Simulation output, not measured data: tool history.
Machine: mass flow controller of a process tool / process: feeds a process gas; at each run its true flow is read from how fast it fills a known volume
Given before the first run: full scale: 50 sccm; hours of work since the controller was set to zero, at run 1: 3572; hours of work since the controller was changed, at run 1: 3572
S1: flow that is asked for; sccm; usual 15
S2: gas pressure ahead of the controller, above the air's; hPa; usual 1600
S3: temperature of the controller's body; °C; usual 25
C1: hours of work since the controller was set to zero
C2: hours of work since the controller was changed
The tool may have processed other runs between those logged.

{"run": 1, "day": 0.0, "S1": 15, "S2": 1600, "S3": 25, "C1": 3572, "C2": 3572, "true flow (%)": 98.16}
{"run": 2, "day": 5.454, "S1": 15, "S2": 1600, "S3": 25, "C1": 3637, "C2": 3637, "true flow (%)": 98.23}
{"run": 3, "day": 12.75, "S1": 15, "S2": 1600, "S3": 25, "C1": 3725, "C2": 3725, "true flow (%)": 98.22}
{"run": 4, "day": 20.296, "S1": 15, "S2": 1600, "S3": 25, "C1": 3815, "C2": 3815, "true flow (%)": 98.37}
{"run": 5, "day": 25.929, "S1": 27, "S2": 1600, "S3": 25, "C1": 3883, "C2": 3883, "true flow (%)": 98.98}
{"run": 6, "day": 30.829, "S1": 27, "S2": 1600, "S3": 25, "C1": 3942, "C2": 3942, "true flow (%)": 98.9}
{"run": 7, "day": 38.171, "S1": 27, "S2": 1600, "S3": 25, "C1": 4030, "C2": 4030, "true flow (%)": 99.05}
{"run": 8, "day": 46.904, "S1": 27, "S2": 1600, "S3": 25, "C1": 4134, "C2": 4134, "true flow (%)": 99.13}
{"run": 9, "day": 51.0, "S1": 27, "S2": 1600, "S3": 25, "C1": 4184, "C2": 4184, "true flow (%)": 99.14}
{"run": 10, "day": 58.425, "S1": 27, "S2": 1600, "S3": 25, "C1": 4273, "C2": 4273, "true flow (%)": 99.29}
{"run": 11, "day": 64.421, "S1": 27, "S2": 1600, "S3": 25, "C1": 4345, "C2": 4345, "true flow (%)": 99.26}
{"run": 12, "day": 71.033, "S1": 47, "S2": 1600, "S3": 25, "C1": 4424, "C2": 4424, "true flow (%)": 100.35}
{"run": 13, "day": 75.842, "S1": 47, "S2": 1600, "S3": 25, "C1": 4482, "C2": 4482, "true flow (%)": 100.43}
{"run": 14, "day": 79.871, "S1": 17, "S2": 1600, "S3": 21, "C1": 4530, "C2": 4530, "true flow (%)": 98.72}
{"run": 15, "day": 84.188, "S1": 7, "S2": 2020, "S3": 25, "C1": 4582, "C2": 4582, "true flow (%)": 98.64}
{"run": 16, "day": 89.354, "S1": 7, "S2": 2020, "S3": 25, "C1": 4644, "C2": 4644, "true flow (%)": 98.82}
{"run": 17, "day": 93.608, "S1": 7, "S2": 2020, "S3": 25, "C1": 4695, "C2": 4695, "true flow (%)": 98.81}
{"run": 18, "day": 98.008, "S1": 13, "S2": 1600, "S3": 23, "C1": 4747, "C2": 4747, "true flow (%)": 98.98}
{"run": 19, "day": 103.5, "S1": 13, "S2": 1460, "S3": 22, "C1": 4813, "C2": 4813, "true flow (%)": 98.81}
{"run": 20, "day": 112.854, "S1": 13, "S2": 1460, "S3": 22, "C1": 4926, "C2": 4926, "true flow (%)": 98.91}
{"run": 21, "day": 120.85, "S1": 14, "S2": 1700, "S3": 22, "C1": 5021, "C2": 5021, "true flow (%)": 99.12}
{"run": 22, "day": 128.396, "S1": 15, "S2": 2670, "S3": 25, "C1": 5112, "C2": 5112, "true flow (%)": 99.57}
{"run": 23, "day": 137.346, "S1": 26, "S2": 2550, "S3": 22, "C1": 5219, "C2": 5219, "true flow (%)": 100.02}

Predict each of these 5 candidate next runs independently; none follows another, all start after run 23:
{"run": "A", "day": 145.717, "S1": 18, "S2": 2550, "S3": 24, "C1": 5320, "C2": 5320, "true flow (%)": "?"}
{"run": "B", "day": 145.717, "S1": 20, "S2": 1990, "S3": 27, "C1": 5320, "C2": 5320, "true flow (%)": "?"}
{"run": "C", "day": 145.717, "S1": 21, "S2": 1490, "S3": 22, "C1": 5320, "C2": 5320, "true flow (%)": "?"}
{"run": "D", "day": 145.717, "S1": 26, "S2": 2450, "S3": 32, "C1": 5320, "C2": 5320, "true flow (%)": "?"}
{"run": "E", "day": 145.717, "S1": 9, "S2": 1850, "S3": 30, "C1": 5320, "C2": 5320, "true flow (%)": "?"}

run=A true_flow_(%)=99.94
run=B true_flow_(%)=100.12
run=C true_flow_(%)=99.55
run=D true_flow_(%)=100.82
run=E true_flow_(%)=99.63
Had the tool no hidden state, the same runs would have come out as:
run=A true_flow_(%)=98.58
run=B true_flow_(%)=98.76
run=C true_flow_(%)=98.20
run=D true_flow_(%)=99.45
run=E true_flow_(%)=98.29
